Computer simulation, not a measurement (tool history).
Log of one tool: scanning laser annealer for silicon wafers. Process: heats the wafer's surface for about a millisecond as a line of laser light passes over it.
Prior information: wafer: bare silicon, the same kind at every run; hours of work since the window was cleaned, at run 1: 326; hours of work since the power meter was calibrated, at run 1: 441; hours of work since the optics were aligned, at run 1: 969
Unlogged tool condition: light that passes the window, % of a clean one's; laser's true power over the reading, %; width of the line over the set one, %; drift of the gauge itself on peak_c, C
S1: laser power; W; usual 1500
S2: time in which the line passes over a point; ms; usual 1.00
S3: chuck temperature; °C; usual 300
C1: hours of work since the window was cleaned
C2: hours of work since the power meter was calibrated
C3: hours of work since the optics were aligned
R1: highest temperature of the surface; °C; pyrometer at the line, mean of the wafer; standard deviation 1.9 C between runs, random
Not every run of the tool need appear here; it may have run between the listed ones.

run,hour,S1,S2,S3,C1,C2,C3,R1
1,0.0,1500,1.00,300,326,441,969,1097
2,7.8,1500,1.00,300,332,446,974,1098
3,21.2,1500,1.00,300,342,456,984,1097
4,28.9,1500,1.04,300,347,462,989,1115
5,39.7,1500,1.00,300,355,469,997,1095
6,56.0,1500,1.00,300,367,481,1009,1095
7,64.6,1500,1.00,300,373,487,1015,1094
8,72.1,1500,1.00,265,378,493,1020,1060
9,82.6,1500,1.00,289,386,500,1028,1082
10,91.1,1543,1.00,289,392,506,1034,1106
11,105.6,1602,1.00,300,402,517,1045,1150
12,121.4,1500,0.79,300,414,528,1056,988
13,132.0,1500,0.79,300,421,536,1064,989
14,144.4,1500,1.00,283,430,545,1072,1077
# hour 147.6: window over the wafer cleaned
15,158.1,1500,1.00,283,8,553,1081,1072
16,172.0,1500,0.76,283,18,563,1091,954
17,179.5,1500,0.76,283,23,569,1096,955
18,191.3,1500,1.00,300,31,577,1105,1088
19,208.5,1500,1.00,300,44,589,1117,1088
20,220.2,1553,1.00,300,52,598,1126,1113
21,238.2,1553,1.00,300,65,611,1139,1113
22,249.3,1553,1.00,300,73,619,1147,1113
# hour 255.0: window over the wafer cleaned, once more
23,267.9,1553,1.00,300,9,631,1159,1139
24,282.9,1553,1.20,300,20,642,1169,1234
25,296.1,1553,1.20,300,30,651,1179,1238
26,305.5,1577,1.00,319,36,658,1186,1169
27,321.0,1577,0.99,317,48,669,1197,1160
28,334.5,1483,0.73,319,57,679,1206,980
29,346.9,1483,1.18,275,66,688,1215,1158
30,358.8,1411,1.00,284,75,696,1224,1043
31,370.2,1500,0.91,323,83,704,1232,1085

Run 32 has not been measured yet. What should we expect?
32,382.5,1500,0.91,323,92,713,1241,?

R1: 1083 °C
With no hidden state in the tool, this same run would have given R1 1099 °C.

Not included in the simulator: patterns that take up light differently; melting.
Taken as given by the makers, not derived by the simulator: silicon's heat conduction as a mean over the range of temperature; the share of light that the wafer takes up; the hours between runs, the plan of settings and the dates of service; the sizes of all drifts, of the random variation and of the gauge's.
